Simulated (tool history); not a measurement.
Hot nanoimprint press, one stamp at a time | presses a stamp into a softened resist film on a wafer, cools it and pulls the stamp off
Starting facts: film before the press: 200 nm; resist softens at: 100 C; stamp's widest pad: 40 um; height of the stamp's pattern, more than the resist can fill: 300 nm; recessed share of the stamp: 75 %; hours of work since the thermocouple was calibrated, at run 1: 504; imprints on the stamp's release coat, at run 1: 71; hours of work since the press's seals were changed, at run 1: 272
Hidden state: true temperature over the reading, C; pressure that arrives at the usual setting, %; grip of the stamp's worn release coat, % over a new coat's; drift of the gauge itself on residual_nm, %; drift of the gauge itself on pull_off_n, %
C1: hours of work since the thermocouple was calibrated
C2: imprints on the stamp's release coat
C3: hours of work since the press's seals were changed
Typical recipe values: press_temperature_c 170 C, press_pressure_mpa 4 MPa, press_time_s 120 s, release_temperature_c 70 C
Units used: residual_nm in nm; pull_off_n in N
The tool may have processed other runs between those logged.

Run 1, day 0: usual settings; C1 504; C2 71; C3 272. Result: residual_nm 74.5 nm, pull_off_n 204 N.
Run 2, day 0.404: usual settings; C1 510; C2 92; C3 278. Result: residual_nm 73.8 nm, pull_off_n 198 N.
Run 3, day 1.192: usual settings; C1 522; C2 135; C3 289. Result: residual_nm 73.8 nm, pull_off_n 195 N.
Run 4, day 1.608: usual settings; C1 528; C2 157; C3 295. Result: residual_nm 74.2 nm, pull_off_n 199 N.
Run 5, day 2.067: usual settings; C1 534; C2 181; C3 302. Result: residual_nm 74.6 nm, pull_off_n 192 N.
Run 6, day 2.558: usual settings; C1 542; C2 208; C3 309. Result: residual_nm 73.7 nm, pull_off_n 198 N.
Run 7, day 3.125: usual settings; C1 550; C2 238; C3 317. Result: residual_nm 73.7 nm, pull_off_n 205 N.
Run 8, day 3.633: usual settings but press_time_s 138 s; C1 557; C2 265; C3 325. Result: residual_nm 69.7 nm, pull_off_n 201 N.
At day 4.417: plate thermocouple calibrated.
Run 9, day 4.504: usual settings but press_time_s 138 s; C1 1; C2 305; C3 336. Result: residual_nm 69.1 nm, pull_off_n 202 N.
Run 10, day 5.112: usual settings but press_time_s 138 s; C1 10; C2 338; C3 344. Result: residual_nm 70.7 nm, pull_off_n 200 N.
Run 11, day 5.592: usual settings; C1 17; C2 364; C3 351. Result: residual_nm 73.6 nm, pull_off_n 207 N.
Run 12, day 6.342: usual settings but release_temperature_c 57 C; C1 28; C2 404; C3 362. Result: residual_nm 73.4 nm, pull_off_n 263 N.
Run 13, day 7.138: usual settings but release_temperature_c 57 C; C1 40; C2 446; C3 374. Result: residual_nm 73.1 nm, pull_off_n 259 N.
Run 14, day 7.917: usual settings but press_temperature_c 162 C, press_pressure_mpa 4.42 MPa; C1 51; C2 488; C3 385. Result: residual_nm 108.7 nm, pull_off_n 203 N.
Run 15, day 8.683: usual settings but press_temperature_c 162 C, press_pressure_mpa 4.42 MPa; C1 62; C2 529; C3 396. Result: residual_nm 109.1 nm, pull_off_n 199 N.
Run 16, day 9.208: usual settings but press_temperature_c 166 C, press_pressure_mpa 4.42 MPa, press_time_s 93 s, release_temperature_c 63 C; C1 70; C2 557; C3 404. Result: residual_nm 97.5 nm, pull_off_n 231 N.
Run 17, day 9.95: usual settings but press_temperature_c 177 C; C1 80; C2 597; C3 415. Result: residual_nm 49.8 nm, pull_off_n 202 N.
Run 18, day 10.475: usual settings but press_temperature_c 162 C, release_temperature_c 61 C; C1 88; C2 626; C3 422. Result: residual_nm 113.2 nm, pull_off_n 253 N.
Run 19, day 10.95: usual settings but press_temperature_c 162 C, release_temperature_c 61 C; C1 95; C2 651; C3 429. Result: residual_nm 112.3 nm, pull_off_n 246 N.

Run 20 has not been measured yet. What should we expect?
Run 20, day 11.629: usual settings but press_temperature_c 162 C, release_temperature_c 61 C; C1 105; C2 687; C3 439. Result: residual_nm ?, pull_off_n ?.

residual_nm: 113.3 nm
pull_off_n: 243 N
Were there no unlogged condition in the tool, this run, its random variation unchanged, would have produced residual_nm 113.2 nm, pull_off_n 243 N.
